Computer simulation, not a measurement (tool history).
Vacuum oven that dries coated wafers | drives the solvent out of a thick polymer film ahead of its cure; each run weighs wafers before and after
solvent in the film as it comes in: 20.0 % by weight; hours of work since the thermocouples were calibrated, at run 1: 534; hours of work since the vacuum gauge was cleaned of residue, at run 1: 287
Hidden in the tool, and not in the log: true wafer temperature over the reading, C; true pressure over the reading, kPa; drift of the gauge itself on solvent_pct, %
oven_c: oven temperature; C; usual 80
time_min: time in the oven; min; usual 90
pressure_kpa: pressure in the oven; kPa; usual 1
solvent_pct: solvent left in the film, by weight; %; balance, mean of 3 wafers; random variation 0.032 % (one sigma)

| run | hour | oven_c | time_min | pressure_kpa | hours of work since the thermocouples were calibrated | hours of work since the vacuum gauge was cleaned of residue | solvent_pct |
|---|---|---|---|---|---|---|---|
| 1 | 0.0 | 80 | 90 | 1 | 534 | 287 | 5.56 |
| 2 | 7.8 | 80 | 90 | 1 | 540 | 293 | 5.58 |
| 3 | 21.3 | 80 | 90 | 1 | 551 | 304 | 5.67 |
| 4 | 33.7 | 80 | 90 | 1 | 561 | 314 | 5.57 |
| 5 | 46.3 | 80 | 54 | 1 | 571 | 324 | 8.58 |
| 6 | 61.5 | 88 | 90 | 1 | 583 | 336 | 2.59 |
| 7 | 75.5 | 88 | 46 | 1 | 594 | 347 | 6.20 |
| 8 | 84.3 | 74 | 90 | 1 | 601 | 355 | 8.23 |

The next listed run, before its measurement:
| 9 | 91.2 | 74 | 90 | 1 | 607 | 360 | ? |

Run 9 gave solvent_pct 8.13 %.
Without the tool's hidden state the same run would have given solvent_pct 7.46 %.

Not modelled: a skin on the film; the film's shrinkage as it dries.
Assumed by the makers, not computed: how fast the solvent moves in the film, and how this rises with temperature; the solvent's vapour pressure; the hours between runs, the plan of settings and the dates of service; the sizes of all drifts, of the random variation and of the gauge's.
